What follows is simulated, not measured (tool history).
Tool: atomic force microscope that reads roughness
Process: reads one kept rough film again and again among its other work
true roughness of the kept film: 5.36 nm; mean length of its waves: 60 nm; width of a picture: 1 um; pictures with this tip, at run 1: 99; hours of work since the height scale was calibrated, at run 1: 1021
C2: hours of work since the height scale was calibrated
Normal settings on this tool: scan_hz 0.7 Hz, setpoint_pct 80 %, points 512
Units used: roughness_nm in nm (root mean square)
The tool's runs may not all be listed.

Run 1, day 0: usual settings; pictures with this tip 99; C2 1021. Result: roughness_nm 4.694 nm (root mean square).
Run 2, day 2.483: usual settings but scan_hz 1.498 Hz; pictures with this tip 220; C2 1067. Result: roughness_nm 4.247 nm (root mean square).
At day 3.308: new tip fitted.
Run 3, day 3.721: usual settings; pictures with this tip 20; C2 1089. Result: roughness_nm 4.802 nm (root mean square).
Run 4, day 6.229: usual settings but points 271; pictures with this tip 141; C2 1135. Result: roughness_nm 4.605 nm (root mean square).
Run 5, day 7.854: usual settings but points 271; pictures with this tip 220; C2 1165. Result: roughness_nm 4.485 nm (root mean square).
At day 8.642: new tip fitted.
Run 6, day 10.125: usual settings but points 271; pictures with this tip 72; C2 1207. Result: roughness_nm 4.691 nm (root mean square).
Run 7, day 12.3: usual settings but points 271; pictures with this tip 178; C2 1247. Result: roughness_nm 4.581 nm (root mean square).
At day 13.979: new tip fitted.
Run 8, day 14.104: usual settings; pictures with this tip 6; C2 1280. Result: roughness_nm 4.806 nm (root mean square).
At day 14.362: height scale calibrated on a step standard.
Run 9, day 16.258: usual settings; pictures with this tip 109; C2 35. Result: roughness_nm 4.663 nm (root mean square).
At day 18.121: height scale calibrated on a step standard, once more.
Run 10, day 18.121: usual settings; pictures with this tip 197; C2 0. Result: roughness_nm 4.569 nm (root mean square).
At day 19.429: new tip fitted.
Run 11, day 19.946: usual settings; pictures with this tip 25; C2 33. Result: roughness_nm 4.737 nm (root mean square).
Run 12, day 21.462: usual settings; pictures with this tip 99; C2 61. Result: roughness_nm 4.641 nm (root mean square).
Run 13, day 23.983: usual settings but setpoint_pct 61 %; pictures with this tip 221; C2 107. Result: roughness_nm 4.735 nm (root mean square).
At day 24.846: new tip fitted.
Run 14, day 26.079: usual settings but scan_hz 1.464 Hz, setpoint_pct 60 %; pictures with this tip 60; C2 146. Result: roughness_nm 4.824 nm (root mean square).
Run 15, day 28.288: usual settings but scan_hz 1.464 Hz, setpoint_pct 60 %; pictures with this tip 167; C2 186. Result: roughness_nm 4.69 nm (root mean square).
At day 30.221: new tip fitted.
Run 16, day 30.496: usual settings but scan_hz 0.863 Hz, setpoint_pct 81 %, points 264; pictures with this tip 13; C2 227. Result: roughness_nm 4.696 nm (root mean square).
Run 17, day 31.95: usual settings but scan_hz 3.263 Hz, setpoint_pct 62 %, points 264; pictures with this tip 84; C2 253. Result: roughness_nm 4.486 nm (root mean square).
Run 18, day 33.092: usual settings but scan_hz 3.263 Hz, setpoint_pct 62 %, points 264; pictures with this tip 139; C2 274. Result: roughness_nm 4.407 nm (root mean square).
Run 19, day 34.575: usual settings but scan_hz 3.263 Hz, setpoint_pct 62 %, points 264; pictures with this tip 211; C2 302. Result: roughness_nm 4.293 nm (root mean square).
At day 35.533: new tip fitted.
Run 20, day 35.867: usual settings but scan_hz 3.263 Hz, setpoint_pct 62 %, points 264; pictures with this tip 16; C2 325. Result: roughness_nm 4.57 nm (root mean square).
Run 21, day 37.542: usual settings but scan_hz 2.401 Hz; pictures with this tip 98; C2 356. Result: roughness_nm 4.051 nm (root mean square).
Run 22, day 39.608: usual settings but scan_hz 3.019 Hz, setpoint_pct 89 %, points 838; pictures with this tip 198; C2 394. Result: roughness_nm 3.384 nm (root mean square).
At day 41.012: new tip fitted.
Run 23, day 41.588: usual settings but scan_hz 0.699 Hz, setpoint_pct 61 %; pictures with this tip 28; C2 430. Result: roughness_nm 4.979 nm (root mean square).
Run 24, day 43.292: usual settings but setpoint_pct 64 %, points 369; pictures with this tip 111; C2 461. Result: roughness_nm 4.795 nm (root mean square).
Run 25, day 44.783: usual settings but setpoint_pct 57 %; pictures with this tip 183; C2 489. Result: roughness_nm 4.783 nm (root mean square).

What if the next run were any one of these 5? Each begins from the tool's condition after run 25:
At day 46.346: new tip fitted.
Run A, day 47.029: usual settings but scan_hz 0.537 Hz, setpoint_pct 57 %; pictures with this tip 33; C2 530. Result: roughness_nm ?.
At day 46.346: new tip fitted.
Run B, day 47.029: usual settings but scan_hz 1.54 Hz; pictures with this tip 33; C2 530. Result: roughness_nm ?.
At day 46.346: new tip fitted.
Run C, day 47.029: usual settings but scan_hz 3.35 Hz, setpoint_pct 65 %, points 716; pictures with this tip 33; C2 530. Result: roughness_nm ?.
At day 46.346: new tip fitted.
Run D, day 47.029: usual settings but scan_hz 1.087 Hz, setpoint_pct 77 %, points 401; pictures with this tip 33; C2 530. Result: roughness_nm ?.
At day 46.346: new tip fitted.
Run E, day 47.029: usual settings but setpoint_pct 57 %, points 323; pictures with this tip 33; C2 530. Result: roughness_nm ?.

run  roughness_nm
  A         5.026
  B         4.391
  C         4.483
  D         4.705
  E         5.028
Take away the tool's hidden state, keep each run's random variation, and the runs would have read:
run  roughness_nm
  A         5.077
  B         4.436
  C         4.529
  D         4.753
  E         5.079

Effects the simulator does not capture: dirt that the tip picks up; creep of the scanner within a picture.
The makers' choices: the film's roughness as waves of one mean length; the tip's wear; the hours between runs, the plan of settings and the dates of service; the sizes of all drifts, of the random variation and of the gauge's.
